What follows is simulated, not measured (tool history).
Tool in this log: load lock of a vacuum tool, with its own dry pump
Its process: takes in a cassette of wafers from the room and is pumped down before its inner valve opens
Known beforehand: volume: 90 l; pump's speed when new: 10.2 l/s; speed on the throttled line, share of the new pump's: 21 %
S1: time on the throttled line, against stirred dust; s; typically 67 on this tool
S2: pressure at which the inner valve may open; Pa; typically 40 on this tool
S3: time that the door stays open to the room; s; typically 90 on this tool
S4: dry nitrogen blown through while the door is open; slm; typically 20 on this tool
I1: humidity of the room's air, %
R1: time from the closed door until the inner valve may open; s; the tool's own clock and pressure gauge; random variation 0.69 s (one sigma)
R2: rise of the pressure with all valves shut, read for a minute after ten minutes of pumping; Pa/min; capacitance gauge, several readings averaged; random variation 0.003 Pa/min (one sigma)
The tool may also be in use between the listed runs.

{"run": 1, "hour": 0.0, "S1": 67, "S2": 40, "S3": 90, "S4": 20, "I1": 43, "R1": 123, "R2": 0.136}
{"run": 2, "hour": 324.1, "S1": 67, "S2": 40, "S3": 90, "S4": 20, "I1": 43.7, "R1": 123.5, "R2": 0.138}
{"run": 3, "hour": 498.5, "S1": 67, "S2": 40, "S3": 90, "S4": 20, "I1": 44.9, "R1": 122, "R2": 0.147}
{"run": 4, "hour": 680.8, "S1": 67, "S2": 40, "S3": 90, "S4": 20, "I1": 47.5, "R1": 123.5, "R2": 0.144}
{"run": 5, "hour": 992.7, "S1": 67, "S2": 40, "S3": 90, "S4": 20, "I1": 50.3, "R1": 123.1, "R2": 0.149}
{"run": 6, "hour": 1182.6, "S1": 67, "S2": 55, "S3": 90, "S4": 20, "I1": 45.5, "R1": 120.4, "R2": 0.147}
{"run": 7, "hour": 1466.3, "S1": 67, "S2": 40, "S3": 90, "S4": 20, "I1": 45.6, "R1": 121.8, "R2": 0.149}
{"run": 8, "hour": 1835.7, "S1": 67, "S2": 40, "S3": 90, "S4": 20, "I1": 45.6, "R1": 124.1, "R2": 0.158}
{"run": 9, "hour": 2149.8, "S1": 67, "S2": 40, "S3": 90, "S4": 20, "I1": 47.8, "R1": 124.4, "R2": 0.163}
{"run": 10, "hour": 2313.4, "S1": 67, "S2": 40, "S3": 90, "S4": 20, "I1": 43, "R1": 124.8, "R2": 0.162}
{"run": 11, "hour": 2504.2, "S1": 114, "S2": 40, "S3": 90, "S4": 20, "I1": 42.6, "R1": 161.5, "R2": 0.167}
{"run": 12, "hour": 2742.6, "S1": 114, "S2": 40, "S3": 90, "S4": 20, "I1": 46.9, "R1": 159.7, "R2": 0.17}
{"run": 13, "hour": 2911.3, "S1": 114, "S2": 40, "S3": 90, "S4": 20, "I1": 46.3, "R1": 163, "R2": 0.172}
{"run": 14, "hour": 3241.7, "S1": 114, "S2": 40, "S3": 90, "S4": 20, "I1": 46.2, "R1": 159.7, "R2": 0.172}
{"run": 15, "hour": 3603.4, "S1": 114, "S2": 40, "S3": 90, "S4": 20, "I1": 43.9, "R1": 161, "R2": 0.18}
{"run": 16, "hour": 3975.1, "S1": 67, "S2": 40, "S3": 90, "S4": 23, "I1": 45, "R1": 124.9, "R2": 0.181}
{"run": 17, "hour": 4316.9, "S1": 67, "S2": 40, "S3": 90, "S4": 23, "I1": 46.8, "R1": 126.8, "R2": 0.185}
{"hour": 4398.6, "done": "door's seal changed, seat wiped"}
{"run": 18, "hour": 4631.6, "S1": 67, "S2": 40, "S3": 90, "S4": 23, "I1": 41.9, "R1": 125.7, "R2": 0.025}
{"run": 19, "hour": 4853.8, "S1": 67, "S2": 75, "S3": 90, "S4": 20, "I1": 44.7, "R1": 118.9, "R2": 0.032}
{"run": 20, "hour": 5053.8, "S1": 89, "S2": 37, "S3": 29, "S4": 37, "I1": 48.7, "R1": 145, "R2": 0.016}
{"run": 21, "hour": 5219.1, "S1": 49, "S2": 62, "S3": 89, "S4": 41, "I1": 46.6, "R1": 107.9, "R2": 0.032}
{"run": 22, "hour": 5436.7, "S1": 49, "S2": 32, "S3": 80, "S4": 41, "I1": 45.1, "R1": 114.4, "R2": 0.026}
{"run": 23, "hour": 5765.9, "S1": 49, "S2": 32, "S3": 80, "S4": 41, "I1": 44.4, "R1": 115.1, "R2": 0.027}
{"run": 24, "hour": 6055.2, "S1": 118, "S2": 40, "S3": 45, "S4": 5, "I1": 43.3, "R1": 165, "R2": 0.037}
{"run": 25, "hour": 6443.4, "S1": 118, "S2": 31, "S3": 45, "S4": 5, "I1": 44.5, "R1": 167.6, "R2": 0.036}
{"run": 26, "hour": 6670.1, "S1": 118, "S2": 31, "S3": 45, "S4": 5, "I1": 45.9, "R1": 167.7, "R2": 0.038}
{"run": 27, "hour": 6974.2, "S1": 118, "S2": 31, "S3": 45, "S4": 5, "I1": 45.8, "R1": 167.9, "R2": 0.031}
{"run": 28, "hour": 7202.3, "S1": 118, "S2": 31, "S3": 50, "S4": 36, "I1": 47.6, "R1": 169.6, "R2": 0.025}
{"run": 29, "hour": 7542.7, "S1": 133, "S2": 68, "S3": 90, "S4": 20, "I1": 45.5, "R1": 173.7, "R2": 0.043}
{"run": 30, "hour": 7896.7, "S1": 133, "S2": 68, "S3": 90, "S4": 20, "I1": 47, "R1": 173.6, "R2": 0.043}
{"run": 31, "hour": 8086.2, "S1": 69, "S2": 52, "S3": 75, "S4": 25, "I1": 46.7, "R1": 127.1, "R2": 0.04}
{"run": 32, "hour": 8291.6, "S1": 69, "S2": 52, "S3": 75, "S4": 25, "I1": 45.9, "R1": 126.9, "R2": 0.037}
{"run": 33, "hour": 8598.3, "S1": 69, "S2": 52, "S3": 29, "S4": 24, "I1": 44.3, "R1": 125.4, "R2": 0.034}
{"run": 34, "hour": 8837.6, "S1": 44, "S2": 40, "S3": 204, "S4": 20, "I1": 41, "R1": 109.8, "R2": 0.053}
{"run": 35, "hour": 9120.0, "S1": 50, "S2": 71, "S3": 44, "S4": 20, "I1": 42.5, "R1": 110.9, "R2": 0.041}
{"run": 36, "hour": 9342.4, "S1": 89, "S2": 37, "S3": 90, "S4": 8, "I1": 44.7, "R1": 147.1, "R2": 0.053}
{"hour": 9620.1, "done": "dry pump taken out, an overhauled one fitted"}
{"run": 37, "hour": 9697.8, "S1": 126, "S2": 52, "S3": 101, "S4": 18, "I1": 43.1, "R1": 166.2, "R2": 0.053}

3 options for the next run, each taken on its own from the tool as it stands now. Forecast them:
{"run": "A", "hour": 10083.7, "S1": 126, "S2": 52, "S3": 136, "S4": 18, "I1": 47.8, "R1": "?", "R2": "?"}
{"run": "B", "hour": 10083.7, "S1": 86, "S2": 40, "S3": 75, "S4": 7, "I1": 47.5, "R1": "?", "R2": "?"}
{"run": "C", "hour": 10083.7, "S1": 47, "S2": 40, "S3": 90, "S4": 44, "I1": 44.6, "R1": "?", "R2": "?"}

run=A R1=166.6 R2=0.071
run=B R1=138 R2=0.059
run=C R1=106.7 R2=0.043
Take away the tool's hidden state, keep each run's random variation, and the runs would have read:
run=A R1=166 R2=0.047
run=B R1=137.3 R2=0.035
run=C R1=105.9 R2=0.019
